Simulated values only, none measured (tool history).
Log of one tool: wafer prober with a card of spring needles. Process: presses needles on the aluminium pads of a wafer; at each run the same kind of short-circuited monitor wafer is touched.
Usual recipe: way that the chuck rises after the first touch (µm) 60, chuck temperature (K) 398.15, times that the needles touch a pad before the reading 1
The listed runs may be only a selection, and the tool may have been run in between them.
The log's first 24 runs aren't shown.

run,hour,way that the chuck rises after the first touch (µm),chuck temperature (K),times that the needles touch a pad before the reading,resistance of one needle with its contact and lead (mohm),way that a needle slides on the pad (µm)
25,192.1,60,398.15,3,253,11.736
# hour 193.2: tips cleaned on abrasive film
26,197.8,55,398.15,1,255,10.741
27,204.1,72,305.15,1,236,14.111
# hour 210.6: tips cleaned on abrasive film
28,214.1,42,310.15,1,238,8.176
29,221.9,60,366.15,2,249,11.726
# hour 228.1: tips cleaned on abrasive film
30,231.5,60,349.15,2,241,11.722
31,237.4,50,398.15,1,263,9.753
32,242.7,50,398.15,1,261,9.744
# hour 245.6: tips cleaned on abrasive film
33,250.4,45,312.15,1,242,8.761

Predict each of these 4 candidate next runs independently; none follows another, all start after run 33:
# hour 256.8: height of the first contact set anew
A,258.3,60,321.15,2,?,?
# hour 256.8: height of the first contact set anew
B,258.3,54,322.15,3,?,?
# hour 256.8: height of the first contact set anew
C,258.3,45,312.15,2,?,?
# hour 256.8: height of the first contact set anew
D,258.3,65,337.15,2,?,?

run,resistance of one needle with its contact and lead (mohm),way that a needle slides on the pad (µm)
A,233,11.83
B,237,10.624
C,237,8.854
D,243,12.798
Take away the tool's hidden state, keep each run's random variation, and the runs would have read:
run,resistance of one needle with its contact and lead (mohm),way that a needle slides on the pad (µm)
A,226,11.83
B,232,10.624
C,225,8.854
D,236,12.798
